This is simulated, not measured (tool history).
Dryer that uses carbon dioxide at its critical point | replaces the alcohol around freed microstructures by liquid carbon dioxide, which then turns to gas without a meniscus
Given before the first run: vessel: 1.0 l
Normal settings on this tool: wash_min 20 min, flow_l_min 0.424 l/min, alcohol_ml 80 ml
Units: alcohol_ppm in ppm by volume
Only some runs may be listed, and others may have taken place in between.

run,day,wash_min,flow_l_min,alcohol_ml,alcohol_ppm
1,0.000,20,0.424,80,340
# day 1.854: inlet filter changed
2,2.183,20,0.424,80,232
3,4.421,20,0.424,80,258
4,6.275,20,0.424,80,284
5,7.496,20,0.424,80,305
6,9.808,20,0.424,80,342
7,11.846,20,0.424,80,369
8,13.354,20,0.424,80,407
# day 14.179: inlet filter changed
9,15.567,20,0.424,80,295
10,16.879,23,0.424,80,195
11,19.325,19,0.424,80,427
12,21.171,20,0.424,90,412
13,22.771,20,0.424,90,420
14,24.617,14,0.424,80,1688
15,26.242,16,0.424,80,1089
# day 26.496: inlet filter changed
16,28.179,30,0.280,21,190
17,29.850,13,0.284,98,7033
18,32.229,13,0.424,46,1184
19,35.008,20,0.424,79,429
20,37.004,16,0.424,79,1059
21,38.292,16,0.424,79,1113
# day 38.925: inlet filter changed
22,39.838,16,0.424,79,784
23,42.633,16,0.424,79,848
24,44.225,16,0.424,79,930
25,46.025,26,0.277,80,725
26,47.554,19,0.345,46,737
27,50.192,30,0.426,24,236
# day 51.208: inlet filter changed
28,52.525,30,0.426,66,237
29,55.162,30,0.426,66,240
30,56.933,18,0.426,66,585

Forecast each of these 5 alternatives for the next run:
A,58.888,18,0.502,25,?
B,58.888,24,0.426,31,?
C,58.888,32,0.695,37,?
D,58.888,13,0.467,70,?
E,58.888,18,0.427,45,?

run,alcohol_ppm
A,307
B,286
C,255
D,1425
E,498
With no hidden state in the tool, these same runs would have given:
run,alcohol_ppm
A,41
B,27
C,4
D,876
E,169

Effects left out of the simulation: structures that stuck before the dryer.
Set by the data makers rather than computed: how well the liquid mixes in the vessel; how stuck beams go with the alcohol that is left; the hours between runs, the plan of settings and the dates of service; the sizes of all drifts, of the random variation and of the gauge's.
